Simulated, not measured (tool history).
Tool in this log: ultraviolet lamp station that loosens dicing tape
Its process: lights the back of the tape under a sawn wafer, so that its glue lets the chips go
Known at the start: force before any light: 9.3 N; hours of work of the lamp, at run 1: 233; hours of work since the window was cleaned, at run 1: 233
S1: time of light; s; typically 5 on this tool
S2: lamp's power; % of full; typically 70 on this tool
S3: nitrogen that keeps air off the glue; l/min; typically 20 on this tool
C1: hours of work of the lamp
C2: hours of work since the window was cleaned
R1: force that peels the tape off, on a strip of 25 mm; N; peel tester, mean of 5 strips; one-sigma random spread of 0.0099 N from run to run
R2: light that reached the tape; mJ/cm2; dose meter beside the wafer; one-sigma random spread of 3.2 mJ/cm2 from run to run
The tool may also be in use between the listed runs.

run 1 hour=0.0 | S1=5 S2=70 S3=20 | C1=233 C2=233 | R1=0.599 R2=426
run 2 hour=22.9 | S1=5 S2=70 S3=20 | C1=243 C2=243 | R1=0.598 R2=420
run 3 hour=58.6 | S1=5 S2=70 S3=20 | C1=258 C2=258 | R1=0.600 R2=414
run 4 hour=94.8 | S1=5 S2=70 S3=20 | C1=273 C2=273 | R1=0.643 R2=412
run 5 hour=113.5 | S1=5 S2=70 S3=20 | C1=281 C2=281 | R1=0.633 R2=413
run 6 hour=136.0 | S1=9 S2=70 S3=20 | C1=291 C2=291 | R1=0.157 R2=740
run 7 hour=174.0 | S1=9 S2=70 S3=20 | C1=307 C2=307 | R1=0.150 R2=737
run 8 hour=197.8 | S1=9 S2=70 S3=20 | C1=317 C2=317 | R1=0.165 R2=727
run 9 hour=226.1 | S1=9 S2=70 S3=20 | C1=329 C2=329 | R1=0.166 R2=729
run 10 hour=255.2 | S1=9 S2=70 S3=20 | C1=341 C2=341 | R1=0.164 R2=725
run 11 hour=275.0 | S1=9 S2=70 S3=20 | C1=349 C2=349 | R1=0.163 R2=723
run 12 hour=307.9 | S1=5 S2=70 S3=20 | C1=363 C2=363 | R1=0.699 R2=397
-- hour=330.3 window cleaned of glue's vapour
run 13 hour=334.6 | S1=5 S2=70 S3=20 | C1=374 C2=2 | R1=0.531 R2=433
run 14 hour=354.9 | S1=5 S2=70 S3=24 | C1=383 C2=10 | R1=0.487 R2=436
run 15 hour=376.8 | S1=5 S2=70 S3=24 | C1=392 C2=20 | R1=0.498 R2=431
run 16 hour=395.1 | S1=5 S2=70 S3=24 | C1=400 C2=27 | R1=0.495 R2=428
run 17 hour=429.3 | S1=5 S2=70 S3=24 | C1=414 C2=42 | R1=0.504 R2=425
run 18 hour=450.2 | S1=5 S2=70 S3=24 | C1=423 C2=51 | R1=0.506 R2=422
run 19 hour=482.4 | S1=5 S2=70 S3=20 | C1=437 C2=64 | R1=0.580 R2=425
run 20 hour=514.3 | S1=5 S2=70 S3=20 | C1=450 C2=78 | R1=0.605 R2=419
run 21 hour=547.3 | S1=5 S2=70 S3=20 | C1=464 C2=92 | R1=0.644 R2=417
run 22 hour=586.5 | S1=5 S2=70 S3=20 | C1=481 C2=108 | R1=0.620 R2=415
run 23 hour=610.4 | S1=8 S2=70 S3=9 | C1=491 C2=118 | R1=0.489 R2=653
run 24 hour=647.6 | S1=5 S2=63 S3=32 | C1=506 C2=134 | R1=0.563 R2=365
run 25 hour=667.2 | S1=3 S2=63 S3=32 | C1=515 C2=142 | R1=1.646 R2=221
run 26 hour=689.2 | S1=8 S2=98 S3=9 | C1=524 C2=151 | R1=0.207 R2=907
run 27 hour=709.8 | S1=10 S2=90 S3=33 | C1=533 C2=160 | R1=0.106 R2=1024
run 28 hour=736.4 | S1=4 S2=67 S3=32 | C1=544 C2=171 | R1=0.826 R2=306
run 29 hour=770.4 | S1=4 S2=67 S3=32 | C1=558 C2=186 | R1=0.869 R2=300
run 30 hour=801.6 | S1=2 S2=70 S3=21 | C1=571 C2=199 | R1=3.209 R2=156
run 31 hour=818.0 | S1=9 S2=75 S3=8 | C1=578 C2=206 | R1=0.366 R2=756
run 32 hour=842.4 | S1=6 S2=70 S3=10 | C1=589 C2=216 | R1=0.913 R2=469
run 33 hour=877.3 | S1=5 S2=67 S3=9 | C1=603 C2=231 | R1=1.661 R2=369
run 34 hour=911.5 | S1=5 S2=61 S3=9 | C1=618 C2=245 | R1=1.908 R2=330
run 35 hour=940.4 | S1=2 S2=75 S3=19 | C1=630 C2=258 | R1=3.161 R2=164
run 36 hour=975.2 | S1=6 S2=77 S3=8 | C1=645 C2=272 | R1=1.015 R2=505
run 37 hour=1006.0 | S1=6 S2=77 S3=8 | C1=658 C2=285 | R1=1.059 R2=496
run 38 hour=1028.7 | S1=6 S2=82 S3=9 | C1=667 C2=295 | R1=0.817 R2=514
run 39 hour=1047.3 | S1=6 S2=82 S3=9 | C1=675 C2=303 | R1=0.811 R2=521
run 40 hour=1083.6 | S1=5 S2=70 S3=11 | C1=690 C2=318 | R1=1.375 R2=366
run 41 hour=1105.4 | S1=5 S2=70 S3=6 | C1=700 C2=327 | R1=2.150 R2=360
run 42 hour=1140.4 | S1=5 S2=70 S3=6 | C1=714 C2=342 | R1=2.141 R2=362
run 43 hour=1163.3 | S1=6 S2=81 S3=6 | C1=724 C2=352 | R1=1.280 R2=503

Below are 4 alternative next runs, each starting from the tool's condition after run 43. Predict each:
run A hour=1192.8 | S1=5 S2=88 S3=20 | C1=736 C2=364 | R1=? R2=?
run B hour=1192.8 | S1=2 S2=81 S3=32 | C1=736 C2=364 | R1=? R2=?
run C hour=1192.8 | S1=5 S2=97 S3=21 | C1=736 C2=364 | R1=? R2=?
run D hour=1192.8 | S1=7 S2=81 S3=6 | C1=736 C2=364 | R1=? R2=?

run=A R1=0.521 R2=451
run=B R1=2.470 R2=162
run=C R1=0.392 R2=491
run=D R1=0.933 R2=577
What these runs would have given with no unlogged condition in the tool:
run=A R1=0.237 R2=616
run=B R1=1.545 R2=223
run=C R1=0.178 R2=672
run=D R1=0.444 R2=789
